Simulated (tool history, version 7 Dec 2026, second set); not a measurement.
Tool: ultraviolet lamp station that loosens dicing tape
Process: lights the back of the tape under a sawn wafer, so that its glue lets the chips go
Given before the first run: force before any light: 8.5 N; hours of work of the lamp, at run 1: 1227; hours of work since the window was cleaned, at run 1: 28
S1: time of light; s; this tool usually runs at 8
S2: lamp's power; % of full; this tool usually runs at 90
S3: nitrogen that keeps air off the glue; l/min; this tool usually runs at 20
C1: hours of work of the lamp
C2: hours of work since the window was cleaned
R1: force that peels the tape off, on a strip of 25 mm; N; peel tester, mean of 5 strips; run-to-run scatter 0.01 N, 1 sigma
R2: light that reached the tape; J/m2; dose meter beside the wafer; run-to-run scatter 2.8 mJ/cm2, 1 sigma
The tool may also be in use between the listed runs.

run	hour	S1	S2	S3	C1	C2	R1	R2
1	0	8	90	20	1227	28	1.073	2700
2	36.7	8	90	20	1251	53	1.107	2640
3	57.3	8	90	20	1265	67	1.103	2660
4	83.5	8	90	20	1283	85	1.136	2630
5	118.5	8	90	20	1307	108	1.177	2570
6	166.6	8	90	20	1339	140	1.172	2530
7	193.4	8	90	20	1357	158	1.179	2500
8	240.4	8	95	20	1389	190	1.123	2610
9	278.1	15	90	20	1414	215	0.315	4500
10	302.2	15	90	20	1430	232	0.325	4500
11	350.4	15	90	20	1463	264	0.341	4370
12	395	15	90	20	1493	294	0.356	4280
13	421.9	15	90	20	1511	312	0.365	4270
# hour 433.9: lamp changed
# hour 434.4: window cleaned of glue's vapour
14	453	15	90	20	12	12	0.134	7310
15	481.5	15	90	20	32	32	0.13	7330
16	515	15	90	20	54	54	0.143	7200
17	543	15	90	20	73	73	0.133	7150
18	587.8	7	90	20	103	103	0.69	3290
19	617.2	7	90	20	123	123	0.696	3220
20	642.9	7	90	11	140	140	0.979	3240
21	681	7	90	11	166	166	1.012	3200
22	726.9	7	90	11	197	197	1.036	3160
23	758.1	8	62	19	218	218	1.287	2450
24	798.3	8	62	19	245	245	1.341	2390
25	820.8	8	62	17	260	260	1.403	2420
26	845.8	8	98	27	277	277	0.42	3770

Run 27, settings as shown, results not yet in. Your forecast:
27	887	6	67	30	305	305	?	?

For run 27 the tool returned R1 1.634 N, R2 1920 J/m2.
If the tool had no hidden condition, the same run with the same run-to-run variation would have returned R1 1.275 N, R2 2220 J/m2.
